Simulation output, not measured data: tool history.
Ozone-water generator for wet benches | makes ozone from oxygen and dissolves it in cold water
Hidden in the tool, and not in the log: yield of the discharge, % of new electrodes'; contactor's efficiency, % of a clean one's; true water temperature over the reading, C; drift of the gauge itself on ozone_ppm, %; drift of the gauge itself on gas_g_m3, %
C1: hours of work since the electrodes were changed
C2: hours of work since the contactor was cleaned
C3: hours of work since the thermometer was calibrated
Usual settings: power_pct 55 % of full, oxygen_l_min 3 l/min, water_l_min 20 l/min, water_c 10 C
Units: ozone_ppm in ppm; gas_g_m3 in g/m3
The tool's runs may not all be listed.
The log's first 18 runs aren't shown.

{"run": 19, "hour": 997.1, "power_pct": 52, "oxygen_l_min": 2.5, "water_l_min": 23, "water_c": 13, "C1": 947, "C2": 3220, "C3": 89, "ozone_ppm": 11, "gas_g_m3": 187.7}
{"run": 20, "hour": 1034.4, "power_pct": 52, "oxygen_l_min": 2.5, "water_l_min": 22, "water_c": 7, "C1": 981, "C2": 3253, "C3": 123, "ozone_ppm": 12.2, "gas_g_m3": 186.4}
{"run": 21, "hour": 1091.6, "power_pct": 52, "oxygen_l_min": 2.5, "water_l_min": 22, "water_c": 7, "C1": 1032, "C2": 3304, "C3": 174, "ozone_ppm": 12.1, "gas_g_m3": 186.6}
{"run": 22, "hour": 1130.8, "power_pct": 88, "oxygen_l_min": 2.5, "water_l_min": 22, "water_c": 7, "C1": 1067, "C2": 3339, "C3": 209, "ozone_ppm": 18.4, "gas_g_m3": 284.6}
{"run": 23, "hour": 1188.6, "power_pct": 88, "oxygen_l_min": 2.66, "water_l_min": 22, "water_c": 14, "C1": 1119, "C2": 3391, "C3": 261, "ozone_ppm": 18, "gas_g_m3": 277.6}
{"run": 24, "hour": 1226.3, "power_pct": 88, "oxygen_l_min": 2.66, "water_l_min": 22, "water_c": 14, "C1": 1153, "C2": 3425, "C3": 295, "ozone_ppm": 18.1, "gas_g_m3": 276.8}
{"run": 25, "hour": 1264.8, "power_pct": 88, "oxygen_l_min": 2.66, "water_l_min": 22, "water_c": 14, "C1": 1187, "C2": 3460, "C3": 329, "ozone_ppm": 17.9, "gas_g_m3": 274.7}
{"run": 26, "hour": 1316.6, "power_pct": 92, "oxygen_l_min": 3.59, "water_l_min": 20, "water_c": 14, "C1": 1234, "C2": 3506, "C3": 376, "ozone_ppm": 22.7, "gas_g_m3": 262.9}
{"run": 27, "hour": 1388.6, "power_pct": 92, "oxygen_l_min": 3.59, "water_l_min": 20, "water_c": 14, "C1": 1298, "C2": 3570, "C3": 440, "ozone_ppm": 23, "gas_g_m3": 258}
{"run": 28, "hour": 1447.7, "power_pct": 92, "oxygen_l_min": 3.59, "water_l_min": 20, "water_c": 14, "C1": 1351, "C2": 3623, "C3": 493, "ozone_ppm": 22.9, "gas_g_m3": 258.4}

The next listed run, before its measurement:
{"run": 29, "hour": 1505.4, "power_pct": 72, "oxygen_l_min": 3, "water_l_min": 29, "water_c": 10, "C1": 1403, "C2": 3675, "C3": 545, "ozone_ppm": "?", "gas_g_m3": "?"}

Run 29 gave ozone_ppm 11.8 ppm, gas_g_m3 227.1 g/m3.
Without the tool's hidden state the same run would have given ozone_ppm 13.3 ppm, gas_g_m3 245.7 g/m3.
